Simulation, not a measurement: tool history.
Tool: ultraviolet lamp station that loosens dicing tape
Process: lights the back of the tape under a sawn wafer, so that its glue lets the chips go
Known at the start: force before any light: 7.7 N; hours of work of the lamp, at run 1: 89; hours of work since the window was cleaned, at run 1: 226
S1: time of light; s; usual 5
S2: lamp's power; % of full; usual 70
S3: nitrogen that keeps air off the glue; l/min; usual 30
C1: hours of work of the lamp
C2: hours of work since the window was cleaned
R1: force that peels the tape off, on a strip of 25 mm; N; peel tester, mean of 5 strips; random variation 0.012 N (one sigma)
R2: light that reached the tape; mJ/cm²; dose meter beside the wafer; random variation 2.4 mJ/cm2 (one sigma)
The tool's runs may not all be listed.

run	hour	S1	S2	S3	C1	C2	R1	R2
1	0	5	70	30	89	226	0.785	213
2	9.3	5	70	30	93	231	0.767	210
3	18.7	5	70	30	98	235	0.794	212
4	24.5	8	70	30	101	238	0.345	332
5	28.9	8	70	30	103	240	0.366	338
6	35.2	8	70	17	106	243	0.533	336
7	41.6	5	70	30	109	246	0.811	207
8	46.4	5	70	30	111	248	0.838	208
9	51.9	5	70	30	113	250	0.821	206
# hour 54.2: window cleaned of glue's vapour
10	62.3	5	64	30	118	4	0.749	214
11	68.5	5	64	30	121	7	0.742	215
12	73.3	5	64	30	123	9	0.773	214
13	82.5	5	70	19	127	13	0.952	232
14	91.5	5	70	30	132	17	0.651	234
15	97.7	5	70	30	134	20	0.655	231
16	107.6	2	70	30	139	25	2.656	88
17	116.4	5	76	30	143	29	0.6	248
18	122.5	5	76	30	146	32	0.591	250
19	132	5	76	30	150	36	0.593	247

Run 20 comes next. What will it give?
20	138.5	4	66	30	154	39	?	?

{"run 20": {"R1": 1.161, "R2": 170}}
Without the tool's hidden state the same run would have given R1 0.957 N, R2 191 mJ/cm².
